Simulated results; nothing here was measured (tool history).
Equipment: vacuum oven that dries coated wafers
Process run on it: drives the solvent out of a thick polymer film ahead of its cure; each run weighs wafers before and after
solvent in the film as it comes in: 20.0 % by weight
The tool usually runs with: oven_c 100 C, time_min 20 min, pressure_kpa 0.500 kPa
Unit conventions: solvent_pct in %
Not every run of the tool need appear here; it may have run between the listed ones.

run,hour,oven_c,time_min,pressure_kpa,solvent_pct
1,0.0,100,20,0.500,3.80
2,32.5,100,20,0.500,3.82
3,78.5,100,20,0.500,3.89
4,109.0,100,20,0.500,3.86
5,167.1,100,20,0.500,3.94
6,239.2,100,20,0.712,3.84
7,271.9,100,20,0.712,3.93
8,336.2,100,20,0.500,3.90
9,366.1,100,20,0.500,3.87
10,420.9,100,20,0.500,3.72
11,480.3,100,26,0.500,2.56
12,525.0,100,26,0.500,2.55
13,579.5,100,26,0.500,2.54
14,622.3,100,18,0.500,4.38
15,693.5,100,18,0.500,4.52
16,750.7,100,15,0.500,5.50
17,806.7,100,20,0.500,3.77
18,878.4,93,20,0.500,5.64
19,908.9,93,23,0.500,4.69
20,962.2,100,13,0.500,6.24
21,1029.2,93,13,0.668,7.94
22,1090.2,93,13,0.668,8.07
23,1132.0,94,15,0.918,7.06
24,1177.9,104,12,0.779,5.82
25,1234.1,104,13,0.779,5.41
# hour 1275.5: oven's thermocouples calibrated
26,1306.4,104,21,1.137,2.76
27,1376.5,104,21,1.137,2.89
28,1425.6,104,21,1.137,2.76
29,1496.6,104,13,1.772,5.43
30,1548.2,99,24,0.468,3.10
31,1593.9,99,24,0.468,3.26
32,1636.1,99,24,0.468,3.16
33,1673.6,99,24,0.468,2.99
34,1736.3,99,24,0.468,3.07
35,1807.0,111,26,0.251,0.94
36,1855.5,99,10,0.266,8.30
37,1894.0,89,29,0.315,4.46
38,1930.5,89,29,0.315,4.46
39,1961.2,109,20,0.828,2.02
40,2021.0,100,32,0.754,1.68

Below are 4 alternative next runs, each starting from the tool's condition after run 40. Predict each:
A,2091.6,89,32,0.754,?
B,2091.6,99,20,0.500,?
C,2091.6,100,29,0.754,?
D,2091.6,100,32,0.440,?

run,solvent_pct
A,3.93
B,3.99
C,2.11
D,1.61
Stripped of hidden state, with their random variation kept, the same runs would have yielded:
run,solvent_pct
A,3.91
B,3.98
C,2.09
D,1.59

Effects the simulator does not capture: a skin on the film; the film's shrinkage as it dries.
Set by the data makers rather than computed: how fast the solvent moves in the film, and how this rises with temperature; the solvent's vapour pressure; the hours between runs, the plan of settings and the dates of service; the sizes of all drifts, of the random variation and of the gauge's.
